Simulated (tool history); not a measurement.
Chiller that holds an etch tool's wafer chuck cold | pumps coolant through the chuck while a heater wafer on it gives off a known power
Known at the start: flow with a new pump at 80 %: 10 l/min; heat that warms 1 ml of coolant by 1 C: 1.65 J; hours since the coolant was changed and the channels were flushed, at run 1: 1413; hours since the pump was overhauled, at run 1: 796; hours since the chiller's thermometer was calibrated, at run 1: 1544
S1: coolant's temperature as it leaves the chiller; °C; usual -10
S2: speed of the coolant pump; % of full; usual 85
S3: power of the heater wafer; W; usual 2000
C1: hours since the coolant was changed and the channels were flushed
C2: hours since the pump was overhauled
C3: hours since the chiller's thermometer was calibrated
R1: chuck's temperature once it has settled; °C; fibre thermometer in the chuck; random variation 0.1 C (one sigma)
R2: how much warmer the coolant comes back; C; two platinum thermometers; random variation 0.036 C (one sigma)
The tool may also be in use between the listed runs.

run   hour   S1  S2    S3    C1    C2    C3    R1     R2
  1      0  -10  85  2000  1413   796  1544    14   6.89
  2   16.7  -10  85  2000  1429   812  1561  13.9   6.92
  3   34.2  -10  84  2000  1447   830  1578  14.2   6.97
  4   67.4  -10  84  2000  1480   863  1611  14.3   7.02
  5   87.4  -10  85  2000  1500   883  1631  13.9   6.96
  6    112  -16  85  2000  1525   908  1656   8.2   7.01
  7  139.1  -10  85  2000  1552   935  1683  14.1   6.97
  8  170.9  -10  85  2000  1584   967  1715    14   6.91
  9  191.3   -4  85  2000  1604   987  1735  20.3      7
 10  213.1   -4  85  2000  1626  1009  1757  20.2   6.94
 11  235.1   -4  85  2981  1648  1031  1779  32.2  10.41
 12  257.7   -4  85  2981  1670  1053  1802  32.3  10.38
 13  289.6  -20  85  2000  1702  1085  1833   4.2   6.95
 14  305.7  -10  85  2000  1718  1101  1850  14.2   6.97
 15  331.9  -10  85  2000  1745  1128  1876  14.4   6.99
 16  351.4  -10  85  2000  1764  1147  1895  14.3   6.94
 17  378.9   -2  85  2000  1792  1175  1923  22.5   6.92
 18  396.6   -4  62  2000  1809  1192  1940    27  10.02
 19    419   -4  62  2000  1832  1215  1963    27   9.95
 20  437.8   -1  62  1205  1851  1233  1982  17.4   6.02
 21  472.5   -5  62  1205  1885  1268  2016  13.6   6.02
 22  501.4  -10  68  2686  1914  1297  2045  29.1  12.11
 23  523.3  -10  68  2686  1936  1319  2067  29.3  12.14
 24  549.3  -10  91  1819  1962  1345  2093  11.1    5.9
 25  575.6   -3  91  1470  1988  1371  2119  13.9   4.76
 26  590.7   -3  91  1470  2003  1386  2135  14.1   4.74
 27  612.2   -3  76  2495  2025  1408  2156  30.7   9.84
 28  635.1  -10  66  2000  2048  1431  2179    20   9.35
 29  669.8   -5  86  1585  2082  1465  2214  14.5   5.47
 30  699.3   -4  91  1494  2112  1495  2243  13.4   4.88
 31  726.7  -10  62  2000  2139  1522  2271  21.7   9.97

3 ways to go on from here, each from the tool as it stands after run 31. What would each give?
     748.2  -- chiller's thermometer calibrated
  A  757.2  -19  67  2106  2169  1552   9   ?   ?
     748.2  -- chiller's thermometer calibrated
  B  757.2  -10  62  1664  2169  1552   9   ?   ?
     748.2  -- chiller's thermometer calibrated
  C  757.2  -16  84  2000  2169  1552   9   ?   ?

run    R1    R2
  A  12.8   9.7
  B  16.6  8.38
  C   9.6  7.09
Without the tool's hidden state the same runs would have given:
run    R1    R2
  A   9.3   9.4
  B  13.7  8.11
  C   6.7  6.87
